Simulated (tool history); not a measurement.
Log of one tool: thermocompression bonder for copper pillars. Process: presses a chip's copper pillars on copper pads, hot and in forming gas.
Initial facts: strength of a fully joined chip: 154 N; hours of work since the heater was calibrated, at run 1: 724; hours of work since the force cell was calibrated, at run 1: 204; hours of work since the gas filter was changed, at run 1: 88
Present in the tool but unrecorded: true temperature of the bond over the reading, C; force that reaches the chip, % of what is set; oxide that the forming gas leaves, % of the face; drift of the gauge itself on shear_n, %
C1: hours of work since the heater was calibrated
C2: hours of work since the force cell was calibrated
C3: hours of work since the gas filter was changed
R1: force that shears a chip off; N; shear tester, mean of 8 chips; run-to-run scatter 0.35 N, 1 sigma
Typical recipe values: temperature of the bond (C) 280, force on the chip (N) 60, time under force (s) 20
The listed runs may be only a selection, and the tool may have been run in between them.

Run 1, hour 0.0: usual settings; C1 724; C2 204; C3 88. Result: R1 56.0 N.
Run 2, hour 5.4: usual settings; C1 727; C2 207; C3 91. Result: R1 56.0 N.
Run 3, hour 14.6: usual settings; C1 733; C2 213; C3 97. Result: R1 55.9 N.
Run 4, hour 21.9: usual settings; C1 738; C2 218; C3 102. Result: R1 55.8 N.
Run 5, hour 27.9: usual settings; C1 741; C2 221; C3 105. Result: R1 56.0 N.
Run 6, hour 33.2: usual settings; C1 745; C2 225; C3 109. Result: R1 55.8 N.
Run 7, hour 38.5: usual settings; C1 748; C2 228; C3 112. Result: R1 55.9 N.
Run 8, hour 44.4: usual settings; C1 752; C2 232; C3 116. Result: R1 55.4 N.
Run 9, hour 49.3: usual settings but temperature of the bond (C) 298; C1 755; C2 235; C3 119. Result: R1 70.6 N.
Run 10, hour 58.5: usual settings but temperature of the bond (C) 298; C1 761; C2 241; C3 125. Result: R1 70.9 N.
Run 11, hour 68.3: usual settings; C1 767; C2 247; C3 131. Result: R1 55.5 N.
Run 12, hour 75.5: usual settings; C1 772; C2 252; C3 136. Result: R1 55.4 N.
Run 13, hour 86.0: usual settings; C1 778; C2 258; C3 142. Result: R1 55.2 N.
Run 14, hour 95.2: usual settings; C1 784; C2 264; C3 148. Result: R1 55.8 N.
Run 15, hour 102.7: usual settings but time under force (s) 51; C1 789; C2 269; C3 153. Result: R1 78.0 N.
Run 16, hour 108.3: usual settings but time under force (s) 29; C1 793; C2 272; C3 156. Result: R1 64.2 N.
Run 17, hour 113.6: usual settings but time under force (s) 29; C1 796; C2 276; C3 160. Result: R1 63.8 N.
Run 18, hour 119.1: usual settings but temperature of the bond (C) 263; C1 799; C2 279; C3 163. Result: R1 42.5 N.
Run 19, hour 128.3: usual settings but temperature of the bond (C) 263; C1 805; C2 285; C3 169. Result: R1 41.8 N.
Run 20, hour 134.8: usual settings but temperature of the bond (C) 263; C1 809; C2 289; C3 173. Result: R1 42.2 N.
Run 21, hour 140.0: usual settings but temperature of the bond (C) 263; C1 813; C2 293; C3 177. Result: R1 42.7 N.
Run 22, hour 148.1: usual settings but temperature of the bond (C) 284, time under force (s) 11; C1 818; C2 298; C3 182. Result: R1 46.2 N.
Run 23, hour 153.5: usual settings but temperature of the bond (C) 255, force on the chip (N) 43, time under force (s) 13; C1 821; C2 301; C3 185. Result: R1 24.2 N.
Run 24, hour 160.0: usual settings but temperature of the bond (C) 293, force on the chip (N) 54; C1 825; C2 305; C3 189. Result: R1 62.3 N.
Run 25, hour 166.1: usual settings but temperature of the bond (C) 294, force on the chip (N) 50; C1 829; C2 309; C3 193. Result: R1 59.9 N.
Run 26, hour 173.8: usual settings but force on the chip (N) 56; C1 834; C2 314; C3 198. Result: R1 52.7 N.
Run 27, hour 179.7: usual settings but force on the chip (N) 56, time under force (s) 56; C1 838; C2 318; C3 202. Result: R1 77.9 N.
Run 28, hour 189.8: usual settings but force on the chip (N) 56, time under force (s) 56; C1 844; C2 324; C3 208. Result: R1 77.3 N.
Run 29, hour 198.5: usual settings but temperature of the bond (C) 295, force on the chip (N) 44, time under force (s) 54; C1 850; C2 330; C3 214. Result: R1 80.9 N.
Run 30, hour 208.5: usual settings but force on the chip (N) 37, time under force (s) 46; C1 856; C2 336; C3 220. Result: R1 57.5 N.
At hour 209.8: forming gas filter changed.
Run 31, hour 217.4: usual settings but force on the chip (N) 39, time under force (s) 21; C1 861; C2 341; C3 5. Result: R1 44.7 N.
Run 32, hour 223.6: usual settings but temperature of the bond (C) 266, force on the chip (N) 42; C1 865; C2 345; C3 9. Result: R1 36.4 N.
Run 33, hour 230.8: usual settings but force on the chip (N) 55, time under force (s) 27; C1 870; C2 350; C3 13. Result: R1 60.5 N.
Run 34, hour 238.7: usual settings but force on the chip (N) 55, time under force (s) 27; C1 875; C2 355; C3 18. Result: R1 60.7 N.
Run 35, hour 244.8: usual settings but force on the chip (N) 55, time under force (s) 27; C1 879; C2 359; C3 22. Result: R1 60.0 N.
Run 36, hour 255.2: usual settings but temperature of the bond (C) 288, force on the chip (N) 48, time under force (s) 26; C1 885; C2 365; C3 29. Result: R1 61.3 N.
Run 37, hour 263.6: usual settings but temperature of the bond (C) 283, force on the chip (N) 48, time under force (s) 59; C1 891; C2 371; C3 34. Result: R1 76.8 N.
Run 38, hour 269.3: usual settings but temperature of the bond (C) 257, force on the chip (N) 80, time under force (s) 24; C1 894; C2 374; C3 38. Result: R1 50.5 N.
Run 39, hour 274.1: usual settings but force on the chip (N) 41, time under force (s) 38; C1 897; C2 377; C3 41. Result: R1 57.6 N.

Each row is a separate what-if for the run after 39, all from the same tool condition, not one after another. Results?
Run A, hour 283.5: usual settings but force on the chip (N) 59, time under force (s) 35; C1 903; C2 383; C3 47. Result: R1 ?.
Run B, hour 283.5: usual settings but temperature of the bond (C) 304, force on the chip (N) 67, time under force (s) 17; C1 903; C2 383; C3 47. Result: R1 ?.
Run C, hour 283.5: usual settings but temperature of the bond (C) 284, force on the chip (N) 90, time under force (s) 43; C1 903; C2 383; C3 47. Result: R1 ?.
Run D, hour 283.5: usual settings but temperature of the bond (C) 277, force on the chip (N) 62, time under force (s) 19; C1 903; C2 383; C3 47. Result: R1 ?.

run    R1
  A  69.1
  B  77.2
  C  95.8
  D  54.2
Without the tool's unlogged condition, the same runs would have read:
run    R1
  A  68.1
  B  76.3
  C  94.8
  D  53.3

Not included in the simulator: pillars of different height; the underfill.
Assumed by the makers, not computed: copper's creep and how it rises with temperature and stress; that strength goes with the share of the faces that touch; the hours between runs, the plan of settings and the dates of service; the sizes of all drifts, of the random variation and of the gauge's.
